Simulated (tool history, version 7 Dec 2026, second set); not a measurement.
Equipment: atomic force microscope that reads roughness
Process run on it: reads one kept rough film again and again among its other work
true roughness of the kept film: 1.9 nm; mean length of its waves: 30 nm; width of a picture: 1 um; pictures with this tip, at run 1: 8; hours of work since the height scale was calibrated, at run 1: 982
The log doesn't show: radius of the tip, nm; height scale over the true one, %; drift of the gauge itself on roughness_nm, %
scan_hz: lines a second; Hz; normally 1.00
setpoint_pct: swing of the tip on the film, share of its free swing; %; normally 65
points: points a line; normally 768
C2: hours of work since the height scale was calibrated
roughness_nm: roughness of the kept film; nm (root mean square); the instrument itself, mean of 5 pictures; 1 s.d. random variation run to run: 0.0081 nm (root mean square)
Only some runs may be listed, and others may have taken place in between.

run 1 hour=0.0 | scan_hz=1.00 setpoint_pct=65 points=768 | pictures_with_this_tip=8 C2=982 | roughness_nm=1.742
-- hour=38.2 new tip fitted
run 2 hour=38.2 | scan_hz=1.00 setpoint_pct=86 points=768 | pictures_with_this_tip=0 C2=1012 | roughness_nm=1.687
run 3 hour=69.2 | scan_hz=1.00 setpoint_pct=65 points=768 | pictures_with_this_tip=83 C2=1037 | roughness_nm=1.492
-- hour=81.9 new tip fitted
run 4 hour=102.1 | scan_hz=1.00 setpoint_pct=65 points=768 | pictures_with_this_tip=54 C2=1062 | roughness_nm=1.601
-- hour=125.4 new tip fitted
run 5 hour=163.6 | scan_hz=1.00 setpoint_pct=65 points=768 | pictures_with_this_tip=102 C2=1111 | roughness_nm=1.424
-- hour=168.1 new tip fitted
run 6 hour=201.7 | scan_hz=1.00 setpoint_pct=65 points=768 | pictures_with_this_tip=90 C2=1140 | roughness_nm=1.484
-- hour=211.7 new tip fitted
run 7 hour=238.0 | scan_hz=1.00 setpoint_pct=65 points=768 | pictures_with_this_tip=71 C2=1169 | roughness_nm=1.526
-- hour=253.8 new tip fitted
run 8 hour=291.8 | scan_hz=1.00 setpoint_pct=65 points=768 | pictures_with_this_tip=101 C2=1211 | roughness_nm=1.478
-- hour=298.3 new tip fitted
-- hour=340.2 new tip fitted
run 9 hour=349.5 | scan_hz=1.00 setpoint_pct=65 points=768 | pictures_with_this_tip=25 C2=1256 | roughness_nm=1.677
-- hour=382.7 new tip fitted
run 10 hour=417.1 | scan_hz=1.00 setpoint_pct=65 points=364 | pictures_with_this_tip=92 C2=1309 | roughness_nm=1.475
-- hour=425.9 new tip fitted
run 11 hour=448.1 | scan_hz=2.19 setpoint_pct=65 points=768 | pictures_with_this_tip=60 C2=1333 | roughness_nm=1.545
-- hour=471.7 new tip fitted
run 12 hour=506.6 | scan_hz=2.19 setpoint_pct=65 points=768 | pictures_with_this_tip=94 C2=1379 | roughness_nm=1.445
-- hour=514.8 new tip fitted
run 13 hour=552.5 | scan_hz=2.61 setpoint_pct=65 points=768 | pictures_with_this_tip=101 C2=1415 | roughness_nm=1.417
-- hour=558.9 new tip fitted
-- hour=603.7 new tip fitted
run 14 hour=617.5 | scan_hz=2.61 setpoint_pct=65 points=768 | pictures_with_this_tip=37 C2=1466 | roughness_nm=1.606
-- hour=645.8 new tip fitted
run 15 hour=673.2 | scan_hz=1.00 setpoint_pct=65 points=767 | pictures_with_this_tip=74 C2=1510 | roughness_nm=1.539
-- hour=686.7 new tip fitted
-- hour=729.4 new tip fitted
run 16 hour=739.9 | scan_hz=1.00 setpoint_pct=65 points=767 | pictures_with_this_tip=28 C2=1562 | roughness_nm=1.681
-- hour=770.4 new tip fitted
run 17 hour=783.0 | scan_hz=1.71 setpoint_pct=76 points=854 | pictures_with_this_tip=34 C2=1596 | roughness_nm=1.559
-- hour=815.3 new tip fitted
run 18 hour=834.6 | scan_hz=1.71 setpoint_pct=76 points=854 | pictures_with_this_tip=52 C2=1636 | roughness_nm=1.522
-- hour=856.9 new tip fitted
run 19 hour=867.8 | scan_hz=1.71 setpoint_pct=76 points=280 | pictures_with_this_tip=29 C2=1662 | roughness_nm=1.554
-- hour=898.0 new tip fitted
run 20 hour=933.8 | scan_hz=1.71 setpoint_pct=76 points=280 | pictures_with_this_tip=96 C2=1714 | roughness_nm=1.384
-- hour=941.7 new tip fitted
-- hour=984.4 new tip fitted
run 21 hour=990.2 | scan_hz=1.00 setpoint_pct=83 points=487 | pictures_with_this_tip=15 C2=1758 | roughness_nm=1.625
-- hour=1029.5 new tip fitted
run 22 hour=1046.4 | scan_hz=1.00 setpoint_pct=83 points=487 | pictures_with_this_tip=45 C2=1802 | roughness_nm=1.558
-- hour=1073.4 new tip fitted
run 23 hour=1101.9 | scan_hz=1.00 setpoint_pct=83 points=487 | pictures_with_this_tip=77 C2=1846 | roughness_nm=1.487
-- hour=1117.2 new tip fitted
-- hour=1159.7 new tip fitted
run 24 hour=1159.7 | scan_hz=1.00 setpoint_pct=65 points=702 | pictures_with_this_tip=0 C2=1891 | roughness_nm=1.780
run 25 hour=1191.8 | scan_hz=2.40 setpoint_pct=65 points=267 | pictures_with_this_tip=86 C2=1916 | roughness_nm=1.444
-- hour=1200.7 new tip fitted
run 26 hour=1225.2 | scan_hz=2.40 setpoint_pct=65 points=267 | pictures_with_this_tip=66 C2=1942 | roughness_nm=1.483
-- hour=1242.6 new tip fitted
run 27 hour=1261.3 | scan_hz=2.40 setpoint_pct=65 points=267 | pictures_with_this_tip=50 C2=1970 | roughness_nm=1.551
-- hour=1284.6 new tip fitted
run 28 hour=1316.5 | scan_hz=0.87 setpoint_pct=81 points=964 | pictures_with_this_tip=86 C2=2014 | roughness_nm=1.487

Here are 3 independent what-if runs from the current tool condition. What would each one return?
-- hour=1327.7 new tip fitted
-- hour=1370.3 new tip fitted
run A hour=1370.3 | scan_hz=2.75 setpoint_pct=55 points=275 | pictures_with_this_tip=0 C2=2056 | roughness_nm=?
-- hour=1327.7 new tip fitted
-- hour=1370.3 new tip fitted
run B hour=1370.3 | scan_hz=2.97 setpoint_pct=67 points=610 | pictures_with_this_tip=0 C2=2056 | roughness_nm=?
-- hour=1327.7 new tip fitted
-- hour=1370.3 new tip fitted
run C hour=1370.3 | scan_hz=1.27 setpoint_pct=72 points=768 | pictures_with_this_tip=0 C2=2056 | roughness_nm=?

run=A roughness_nm=1.755
run=B roughness_nm=1.691
run=C roughness_nm=1.738
With the hidden condition removed and each run's random variation left untouched, the same runs would have given:
run=A roughness_nm=1.721
run=B roughness_nm=1.659
run=C roughness_nm=1.705

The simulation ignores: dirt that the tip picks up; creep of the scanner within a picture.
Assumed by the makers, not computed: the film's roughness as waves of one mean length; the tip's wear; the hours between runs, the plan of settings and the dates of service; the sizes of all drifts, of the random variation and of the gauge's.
